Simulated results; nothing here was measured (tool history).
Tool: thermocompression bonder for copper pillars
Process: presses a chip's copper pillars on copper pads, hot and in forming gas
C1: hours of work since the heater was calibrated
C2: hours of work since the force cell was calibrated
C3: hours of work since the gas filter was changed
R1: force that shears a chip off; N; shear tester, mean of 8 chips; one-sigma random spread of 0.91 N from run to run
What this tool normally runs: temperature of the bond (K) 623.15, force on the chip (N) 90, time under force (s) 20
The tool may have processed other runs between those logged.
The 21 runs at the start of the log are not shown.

Run 22, hour 541.7: usual settings but temperature of the bond (K) 627.15, force on the chip (N) 101, time under force (s) 58; C1 160; C2 530; C3 126. Result: R1 92.3 N.
Run 23, hour 574.2: usual settings but temperature of the bond (K) 628.15, force on the chip (N) 89, time under force (s) 28; C1 174; C2 544; C3 141. Result: R1 77.3 N.
Run 24, hour 600.8: usual settings but temperature of the bond (K) 628.15, force on the chip (N) 89, time under force (s) 28; C1 186; C2 556; C3 153. Result: R1 75.8 N.
At hour 618.3: forming gas filter changed.
Run 25, hour 632.3: usual settings but temperature of the bond (K) 630.15, force on the chip (N) 117, time under force (s) 13; C1 200; C2 570; C3 6. Result: R1 80.7 N.
At hour 636.4: force cell calibrated.
Run 26, hour 650.1: usual settings but temperature of the bond (K) 618.15, force on the chip (N) 74; C1 207; C2 6; C3 14. Result: R1 62.0 N.
Run 27, hour 679.1: usual settings but temperature of the bond (K) 594.15, force on the chip (N) 62, time under force (s) 13; C1 220; C2 19; C3 27. Result: R1 36.0 N.
Run 28, hour 698.5: usual settings but temperature of the bond (K) 620.15, force on the chip (N) 133; C1 229; C2 28; C3 35. Result: R1 86.4 N.
Run 29, hour 721.2: usual settings but temperature of the bond (K) 620.15, force on the chip (N) 133; C1 239; C2 38; C3 45. Result: R1 86.8 N.
Run 30, hour 742.5: usual settings but temperature of the bond (K) 615.15, force on the chip (N) 82; C1 248; C2 47; C3 55. Result: R1 63.7 N.
At hour 747.0: force cell calibrated, once more.
Run 31, hour 777.0: usual settings but temperature of the bond (K) 615.15, force on the chip (N) 82; C1 263; C2 13; C3 70. Result: R1 64.9 N.
Run 32, hour 809.7: usual settings but temperature of the bond (K) 626.15, force on the chip (N) 82, time under force (s) 15; C1 278; C2 28; C3 84. Result: R1 63.1 N.
Run 33, hour 832.9: usual settings but temperature of the bond (K) 594.15, force on the chip (N) 82, time under force (s) 23; C1 288; C2 38; C3 95. Result: R1 57.0 N.
Run 34, hour 857.5: usual settings but temperature of the bond (K) 594.15, force on the chip (N) 113, time under force (s) 42; C1 299; C2 49; C3 106. Result: R1 81.4 N.
Run 35, hour 889.3: usual settings but temperature of the bond (K) 594.15, force on the chip (N) 58, time under force (s) 42; C1 314; C2 64; C3 120. Result: R1 52.5 N.
Run 36, hour 917.7: usual settings but temperature of the bond (K) 594.15, force on the chip (N) 58, time under force (s) 42; C1 326; C2 76; C3 133. Result: R1 50.7 N.
Run 37, hour 947.5: usual settings but temperature of the bond (K) 613.15, force on the chip (N) 124, time under force (s) 21; C1 340; C2 90; C3 146. Result: R1 79.2 N.
Run 38, hour 968.9: usual settings but temperature of the bond (K) 600.15; C1 349; C2 99; C3 156. Result: R1 56.8 N.
At hour 978.6: forming gas filter changed.
Run 39, hour 1004.1: usual settings but temperature of the bond (K) 600.15; C1 365; C2 115; C3 11. Result: R1 61.2 N.
Run 40, hour 1040.2: usual settings but temperature of the bond (K) 600.15; C1 381; C2 131; C3 28. Result: R1 61.6 N.

Predict each of these 3 candidate next runs independently; none follows another, all start after run 40:
Run A, hour 1069.7: usual settings but temperature of the bond (K) 602.15, time under force (s) 12; C1 394; C2 144; C3 41. Result: R1 ?.
Run B, hour 1069.7: usual settings but temperature of the bond (K) 629.15, force on the chip (N) 118, time under force (s) 23; C1 394; C2 144; C3 41. Result: R1 ?.
Run C, hour 1069.7: usual settings but temperature of the bond (K) 600.15, force on the chip (N) 122, time under force (s) 27; C1 394; C2 144; C3 41. Result: R1 ?.

run    R1
  A  52.1
  B  90.1
  C  81.5
Without the tool's hidden state the same runs would have given:
run    R1
  A  54.6
  B  93.3
  C  84.7
